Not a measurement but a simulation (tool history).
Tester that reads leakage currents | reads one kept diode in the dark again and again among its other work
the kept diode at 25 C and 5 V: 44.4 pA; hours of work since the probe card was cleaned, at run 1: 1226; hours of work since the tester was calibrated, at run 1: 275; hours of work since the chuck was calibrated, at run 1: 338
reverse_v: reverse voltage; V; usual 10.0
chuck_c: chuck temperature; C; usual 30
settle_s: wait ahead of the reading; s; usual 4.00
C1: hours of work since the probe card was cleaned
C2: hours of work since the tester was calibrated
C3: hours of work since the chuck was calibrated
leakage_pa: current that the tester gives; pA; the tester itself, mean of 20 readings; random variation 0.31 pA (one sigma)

run 1 day=0.000 | reverse_v=10.0 chuck_c=30 settle_s=4.00 | C1=1226 C2=275 C3=338 | leakage_pa=101.86
run 2 day=2.408 | reverse_v=10.0 chuck_c=30 settle_s=4.00 | C1=1272 C2=321 C3=384 | leakage_pa=102.06
run 3 day=4.700 | reverse_v=10.0 chuck_c=30 settle_s=4.00 | C1=1316 C2=364 C3=428 | leakage_pa=102.07
run 4 day=7.083 | reverse_v=10.0 chuck_c=30 settle_s=4.00 | C1=1361 C2=410 C3=473 | leakage_pa=102.65
run 5 day=8.567 | reverse_v=10.0 chuck_c=30 settle_s=4.00 | C1=1389 C2=438 C3=502 | leakage_pa=102.25
run 6 day=10.321 | reverse_v=3.5 chuck_c=30 settle_s=4.00 | C1=1423 C2=472 C3=535 | leakage_pa=59.01
run 7 day=12.308 | reverse_v=3.5 chuck_c=30 settle_s=4.00 | C1=1461 C2=509 C3=573 | leakage_pa=59.44
run 8 day=14.271 | reverse_v=3.5 chuck_c=30 settle_s=4.00 | C1=1498 C2=547 C3=610 | leakage_pa=59.34
run 9 day=16.504 | reverse_v=3.5 chuck_c=30 settle_s=4.00 | C1=1541 C2=589 C3=653 | leakage_pa=59.02
run 10 day=18.425 | reverse_v=3.5 chuck_c=30 settle_s=4.00 | C1=1577 C2=626 C3=689 | leakage_pa=59.15
run 11 day=19.500 | reverse_v=10.0 chuck_c=30 settle_s=4.00 | C1=1598 C2=646 C3=710 | leakage_pa=102.70
run 12 day=20.538 | reverse_v=10.0 chuck_c=30 settle_s=4.00 | C1=1618 C2=666 C3=730 | leakage_pa=102.52
run 13 day=22.546 | reverse_v=10.0 chuck_c=30 settle_s=6.40 | C1=1656 C2=705 C3=768 | leakage_pa=101.94
run 14 day=24.742 | reverse_v=10.0 chuck_c=56 settle_s=4.00 | C1=1698 C2=746 C3=810 | leakage_pa=898.80
run 15 day=26.933 | reverse_v=14.0 chuck_c=56 settle_s=4.00 | C1=1739 C2=788 C3=852 | leakage_pa=1067.18
run 16 day=28.679 | reverse_v=10.0 chuck_c=30 settle_s=4.00 | C1=1773 C2=821 C3=885 | leakage_pa=102.47
run 17 day=30.046 | reverse_v=10.0 chuck_c=21 settle_s=4.00 | C1=1799 C2=848 C3=911 | leakage_pa=44.50
run 18 day=32.421 | reverse_v=10.0 chuck_c=21 settle_s=4.00 | C1=1844 C2=893 C3=956 | leakage_pa=44.71
-- day=34.704 probe card cleaned and baked
run 19 day=34.921 | reverse_v=10.0 chuck_c=30 settle_s=4.00 | C1=4 C2=938 C3=1001 | leakage_pa=102.71
run 20 day=36.988 | reverse_v=10.0 chuck_c=30 settle_s=3.72 | C1=44 C2=977 C3=1041 | leakage_pa=102.86
run 21 day=39.150 | reverse_v=10.0 chuck_c=30 settle_s=4.08 | C1=85 C2=1019 C3=1082 | leakage_pa=102.21
run 22 day=40.883 | reverse_v=10.0 chuck_c=21 settle_s=4.00 | C1=118 C2=1052 C3=1115 | leakage_pa=44.15
run 23 day=41.912 | reverse_v=10.0 chuck_c=21 settle_s=4.00 | C1=137 C2=1071 C3=1135 | leakage_pa=44.75
run 24 day=44.192 | reverse_v=2.3 chuck_c=36 settle_s=1.85 | C1=181 C2=1115 C3=1178 | leakage_pa=81.48
run 25 day=46.467 | reverse_v=2.3 chuck_c=36 settle_s=1.85 | C1=224 C2=1158 C3=1222 | leakage_pa=81.51
run 26 day=48.546 | reverse_v=2.3 chuck_c=51 settle_s=7.28 | C1=264 C2=1198 C3=1261 | leakage_pa=283.53
run 27 day=50.162 | reverse_v=6.0 chuck_c=30 settle_s=4.00 | C1=295 C2=1229 C3=1292 | leakage_pa=78.80
run 28 day=51.533 | reverse_v=6.0 chuck_c=32 settle_s=4.00 | C1=321 C2=1255 C3=1318 | leakage_pa=93.64
run 29 day=52.571 | reverse_v=6.4 chuck_c=40 settle_s=0.73 | C1=341 C2=1274 C3=1338 | leakage_pa=198.19
run 30 day=53.638 | reverse_v=6.4 chuck_c=40 settle_s=0.73 | C1=361 C2=1295 C3=1358 | leakage_pa=197.55
-- day=55.325 chuck's temperature calibrated
run 31 day=56.004 | reverse_v=6.4 chuck_c=40 settle_s=0.73 | C1=404 C2=1338 C3=13 | leakage_pa=197.01
run 32 day=58.333 | reverse_v=6.4 chuck_c=40 settle_s=0.73 | C1=449 C2=1383 C3=57 | leakage_pa=196.49
run 33 day=60.058 | reverse_v=1.9 chuck_c=30 settle_s=4.00 | C1=482 C2=1416 C3=90 | leakage_pa=43.01
run 34 day=61.508 | reverse_v=1.9 chuck_c=30 settle_s=4.00 | C1=509 C2=1443 C3=118 | leakage_pa=43.23
run 35 day=63.054 | reverse_v=15.0 chuck_c=27 settle_s=4.00 | C1=539 C2=1473 C3=147 | leakage_pa=95.70
run 36 day=65.504 | reverse_v=10.0 chuck_c=47 settle_s=4.00 | C1=586 C2=1519 C3=194 | leakage_pa=438.31
run 37 day=67.858 | reverse_v=10.0 chuck_c=21 settle_s=3.12 | C1=630 C2=1564 C3=239 | leakage_pa=45.06

4 ways to go on from here, each from the tool as it stands after run 37. What would each give?
run A day=69.338 | reverse_v=10.0 chuck_c=21 settle_s=7.46 | C1=659 C2=1592 C3=267 | leakage_pa=?
run B day=69.338 | reverse_v=10.0 chuck_c=30 settle_s=1.49 | C1=659 C2=1592 C3=267 | leakage_pa=?
run C day=69.338 | reverse_v=10.0 chuck_c=40 settle_s=1.54 | C1=659 C2=1592 C3=267 | leakage_pa=?
run D day=69.338 | reverse_v=15.1 chuck_c=30 settle_s=4.15 | C1=659 C2=1592 C3=267 | leakage_pa=?

run=A leakage_pa=44.13
run=B leakage_pa=103.51
run=C leakage_pa=245.95
run=D leakage_pa=126.30
Without the tool's hidden state the same runs would have given:
run=A leakage_pa=44.11
run=B leakage_pa=103.49
run=C leakage_pa=245.93
run=D leakage_pa=126.26
